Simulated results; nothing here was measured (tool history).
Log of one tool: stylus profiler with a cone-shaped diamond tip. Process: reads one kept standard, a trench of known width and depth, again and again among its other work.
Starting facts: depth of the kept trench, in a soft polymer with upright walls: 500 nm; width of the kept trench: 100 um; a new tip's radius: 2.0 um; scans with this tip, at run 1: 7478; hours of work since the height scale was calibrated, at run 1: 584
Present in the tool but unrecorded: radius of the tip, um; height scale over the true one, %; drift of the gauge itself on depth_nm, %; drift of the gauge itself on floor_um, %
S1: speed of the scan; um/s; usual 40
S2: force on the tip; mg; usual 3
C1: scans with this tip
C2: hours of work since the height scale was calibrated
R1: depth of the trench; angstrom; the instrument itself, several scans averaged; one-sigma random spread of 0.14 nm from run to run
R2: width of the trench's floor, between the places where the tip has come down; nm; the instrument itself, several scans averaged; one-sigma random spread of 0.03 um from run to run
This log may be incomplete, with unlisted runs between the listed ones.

{"run": 1, "hour": 0.0, "S1": 40, "S2": 3, "C1": 7478, "C2": 584, "R1": 5083.9, "R2": 96510}
{"run": 2, "hour": 53.1, "S1": 40, "S2": 3, "C1": 7911, "C2": 618, "R1": 5080.4, "R2": 96420}
{"run": 3, "hour": 120.9, "S1": 40, "S2": 1.26, "C1": 8465, "C2": 661, "R1": 5040.8, "R2": 96300}
{"run": 4, "hour": 182.0, "S1": 40, "S2": 1.26, "C1": 8963, "C2": 700, "R1": 5041.9, "R2": 96200}
{"run": 5, "hour": 219.4, "S1": 40, "S2": 1.38, "C1": 9268, "C2": 724, "R1": 5041, "R2": 96240}
{"run": 6, "hour": 282.5, "S1": 40, "S2": 3, "C1": 9783, "C2": 764, "R1": 5077.2, "R2": 96310}
{"run": 7, "hour": 331.6, "S1": 40, "S2": 3, "C1": 10184, "C2": 795, "R1": 5076.6, "R2": 96260}
{"run": 8, "hour": 398.0, "S1": 40, "S2": 3, "C1": 10726, "C2": 838, "R1": 5077.7, "R2": 96260}
{"run": 9, "hour": 456.1, "S1": 40, "S2": 3, "C1": 11200, "C2": 875, "R1": 5075, "R2": 96220}
{"hour": 495.0, "done": "height scale calibrated on a step standard"}
{"run": 10, "hour": 514.4, "S1": 40, "S2": 2.63, "C1": 11672, "C2": 12, "R1": 5059.3, "R2": 96150}
{"run": 11, "hour": 551.8, "S1": 33, "S2": 2.63, "C1": 11976, "C2": 36, "R1": 5057.2, "R2": 96140}
{"run": 12, "hour": 609.0, "S1": 37, "S2": 2.63, "C1": 12444, "C2": 73, "R1": 5058.9, "R2": 96130}
{"run": 13, "hour": 677.7, "S1": 37, "S2": 2.63, "C1": 13004, "C2": 116, "R1": 5057.5, "R2": 96060}
{"run": 14, "hour": 730.8, "S1": 40, "S2": 8.69, "C1": 13438, "C2": 150, "R1": 5158.3, "R2": 96090}
{"run": 15, "hour": 788.5, "S1": 48, "S2": 3, "C1": 13908, "C2": 187, "R1": 5064.9, "R2": 95940}
{"hour": 806.6, "done": "height scale calibrated on a step standard, once more"}
{"run": 16, "hour": 840.5, "S1": 40, "S2": 3.57, "C1": 14328, "C2": 22, "R1": 5103.5, "R2": 96040}
{"run": 17, "hour": 882.2, "S1": 40, "S2": 3, "C1": 14669, "C2": 48, "R1": 5092.3, "R2": 95900}
{"run": 18, "hour": 937.5, "S1": 40, "S2": 3, "C1": 15120, "C2": 83, "R1": 5089.3, "R2": 95870}
{"run": 19, "hour": 976.6, "S1": 40, "S2": 3, "C1": 15439, "C2": 108, "R1": 5086.1, "R2": 95940}
{"run": 20, "hour": 1009.4, "S1": 40, "S2": 3, "C1": 15706, "C2": 129, "R1": 5086.1, "R2": 95850}
{"run": 21, "hour": 1078.5, "S1": 40, "S2": 3, "C1": 16270, "C2": 173, "R1": 5086.7, "R2": 95870}
{"run": 22, "hour": 1118.1, "S1": 40, "S2": 3, "C1": 16594, "C2": 198, "R1": 5088.4, "R2": 95790}
{"run": 23, "hour": 1187.7, "S1": 40, "S2": 1.32, "C1": 17162, "C2": 243, "R1": 5048.3, "R2": 95700}
{"run": 24, "hour": 1238.3, "S1": 110, "S2": 2.26, "C1": 17574, "C2": 275, "R1": 5070.2, "R2": 95260}
{"run": 25, "hour": 1285.6, "S1": 73, "S2": 2.26, "C1": 17960, "C2": 305, "R1": 5069.6, "R2": 95500}
{"run": 26, "hour": 1346.4, "S1": 139, "S2": 2.04, "C1": 18456, "C2": 344, "R1": 5062.3, "R2": 94980}
{"run": 27, "hour": 1387.4, "S1": 87, "S2": 5.12, "C1": 18791, "C2": 370, "R1": 5124.3, "R2": 95540}
{"hour": 1437.2, "done": "new tip fitted, height scale calibrated"}
{"run": 28, "hour": 1448.2, "S1": 114, "S2": 1.62, "C1": 90, "C2": 7, "R1": 5061.9, "R2": 96450}
{"run": 29, "hour": 1487.5, "S1": 114, "S2": 1.62, "C1": 410, "C2": 32, "R1": 5062, "R2": 96500}
{"run": 30, "hour": 1539.5, "S1": 114, "S2": 1.62, "C1": 835, "C2": 65, "R1": 5060.4, "R2": 96470}
{"run": 31, "hour": 1609.3, "S1": 114, "S2": 3.21, "C1": 1405, "C2": 110, "R1": 5096.1, "R2": 96690}
{"run": 32, "hour": 1649.6, "S1": 105, "S2": 5.22, "C1": 1733, "C2": 135, "R1": 5133, "R2": 96780}
{"run": 33, "hour": 1717.2, "S1": 91, "S2": 4.79, "C1": 2285, "C2": 178, "R1": 5122.4, "R2": 96770}
{"run": 34, "hour": 1786.1, "S1": 78, "S2": 1.91, "C1": 2847, "C2": 222, "R1": 5065.5, "R2": 96610}
{"run": 35, "hour": 1818.4, "S1": 78, "S2": 1.91, "C1": 3110, "C2": 243, "R1": 5066.7, "R2": 96470}
{"run": 36, "hour": 1858.5, "S1": 138, "S2": 4.42, "C1": 3438, "C2": 268, "R1": 5116.4, "R2": 96420}
{"run": 37, "hour": 1890.2, "S1": 40, "S2": 1.23, "C1": 3696, "C2": 289, "R1": 5048.1, "R2": 96680}
{"run": 38, "hour": 1922.0, "S1": 60, "S2": 7.73, "C1": 3956, "C2": 309, "R1": 5170.9, "R2": 96830}
{"run": 39, "hour": 1990.9, "S1": 60, "S2": 7.73, "C1": 4518, "C2": 353, "R1": 5167.2, "R2": 96770}
{"run": 40, "hour": 2044.6, "S1": 60, "S2": 7.73, "C1": 4957, "C2": 387, "R1": 5167.3, "R2": 96730}
{"run": 41, "hour": 2104.1, "S1": 40, "S2": 1.79, "C1": 5442, "C2": 425, "R1": 5059.6, "R2": 96640}
{"run": 42, "hour": 2141.8, "S1": 40, "S2": 1.79, "C1": 5750, "C2": 449, "R1": 5058.5, "R2": 96630}
{"run": 43, "hour": 2202.7, "S1": 40, "S2": 1.79, "C1": 6247, "C2": 488, "R1": 5060.3, "R2": 96540}
{"run": 44, "hour": 2264.7, "S1": 21, "S2": 2.37, "C1": 6753, "C2": 527, "R1": 5070.2, "R2": 96630}
{"run": 45, "hour": 2295.9, "S1": 19, "S2": 2.37, "C1": 7007, "C2": 547, "R1": 5069.1, "R2": 96670}
{"run": 46, "hour": 2350.9, "S1": 19, "S2": 2.37, "C1": 7456, "C2": 582, "R1": 5069.4, "R2": 96630}

Hidden state or all else? Some run-to-run changes of R1, split into what the settings, what came in and random variation would give without the hidden state, and what is left for the hidden state (with any gauge scatter that isn't in both results):
Run 9 -> 10: S2 3 -> 2.63, height scale calibrated on a step standard. R1 -15.7 angstrom: hidden state -9.1, all else -6.6.
Run 13 -> 14: S1 37 -> 40, S2 2.63 -> 8.69. R1 +100.8 angstrom: hidden state -1.2, all else +102.
Run 15 -> 16: S1 48 -> 40, S2 3 -> 3.57, height scale calibrated on a step standard, once more. R1 +38.6 angstrom: hidden state +27.8, all else +10.8.
Run 27 -> 28: S1 87 -> 114, S2 5.12 -> 1.62, new tip fitted, height scale calibrated. R1 -62.4 angstrom: hidden state +10.8, all else -73.2.
Run 37 -> 38: S1 40 -> 60, S2 1.23 -> 7.73. R1 +122.8 angstrom: hidden state -0.5, all else +123.3.
Run 40 -> 41: S1 60 -> 40, S2 7.73 -> 1.79. R1 -107.7 angstrom: hidden state -0.6, all else -107.1.
